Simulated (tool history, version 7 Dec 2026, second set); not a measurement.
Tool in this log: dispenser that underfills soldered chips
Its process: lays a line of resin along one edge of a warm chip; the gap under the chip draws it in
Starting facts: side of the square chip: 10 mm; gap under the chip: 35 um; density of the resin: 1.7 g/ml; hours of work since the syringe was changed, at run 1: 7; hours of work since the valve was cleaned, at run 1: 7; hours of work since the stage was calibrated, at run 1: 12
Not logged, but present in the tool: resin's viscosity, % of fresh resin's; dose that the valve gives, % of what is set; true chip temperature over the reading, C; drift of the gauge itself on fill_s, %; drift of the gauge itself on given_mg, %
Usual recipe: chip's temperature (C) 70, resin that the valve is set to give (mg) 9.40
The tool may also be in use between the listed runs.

run	hour	chip's temperature (C)	resin that the valve is set to give (mg)	hours of work since the syringe was changed	hours of work since the valve was cleaned	hours of work since the stage was calibrated	time until the resin shows at the far edge (s)	resin that the valve gave (mg)
1	0.0	70	9.40	7	7	12	385.9	9.41
# hour 2.8: new syringe of resin
2	6.8	70	9.40	3	12	17	301.0	9.35
3	11.2	70	9.40	6	16	20	358.5	9.37
# hour 15.3: new syringe of resin
4	20.1	70	9.40	4	22	27	301.6	9.21
# hour 27.9: new syringe of resin
5	28.1	68	9.40	0	28	32	270.0	9.22
6	34.1	68	9.40	5	32	37	369.0	9.17
# hour 40.3: new syringe of resin
7	40.3	59	9.40	0	37	41	440.9	9.15
8	47.7	70	9.40	6	42	47	348.4	9.15
# hour 52.7: new syringe of resin
9	54.4	70	9.40	1	47	52	257.7	9.08
# hour 56.8: dispensing valve cleaned and set on the balance
10	62.7	70	9.40	7	4	57	376.7	9.44
# hour 66.4: new syringe of resin
11	71.3	70	9.40	4	11	64	303.0	9.31
# hour 78.9: new syringe of resin
12	80.7	70	9.40	1	18	70	264.8	9.24
13	85.7	70	9.40	5	21	74	340.4	9.30
14	90.8	70	9.40	9	25	78	440.6	9.25
# hour 91.7: new syringe of resin
15	100.4	70	9.40	7	32	85	372.8	9.20
# hour 104.2: new syringe of resin
16	110.0	70	10.08	4	39	92	320.6	9.82
# hour 116.6: new syringe of resin
17	118.3	70	10.08	1	45	98	272.0	9.81
# hour 123.5: dispensing valve cleaned and set on the balance
18	128.1	70	10.08	8	3	105	398.7	10.06
# hour 130.1: new syringe of resin
19	138.1	70	10.08	6	11	112	367.3	9.98

Estimate the outcome of run 20 from the log above:
# hour 142.7: new syringe of resin
20	145.1	73	9.66	2	16	117	?	?

time until the resin shows at the far edge (s): 234.4
resin that the valve gave (mg): 9.58
With the hidden condition absent and the run-to-run variation left alone, this run would have shown time until the resin shows at the far edge (s) 206.9, resin that the valve gave (mg) 9.70.

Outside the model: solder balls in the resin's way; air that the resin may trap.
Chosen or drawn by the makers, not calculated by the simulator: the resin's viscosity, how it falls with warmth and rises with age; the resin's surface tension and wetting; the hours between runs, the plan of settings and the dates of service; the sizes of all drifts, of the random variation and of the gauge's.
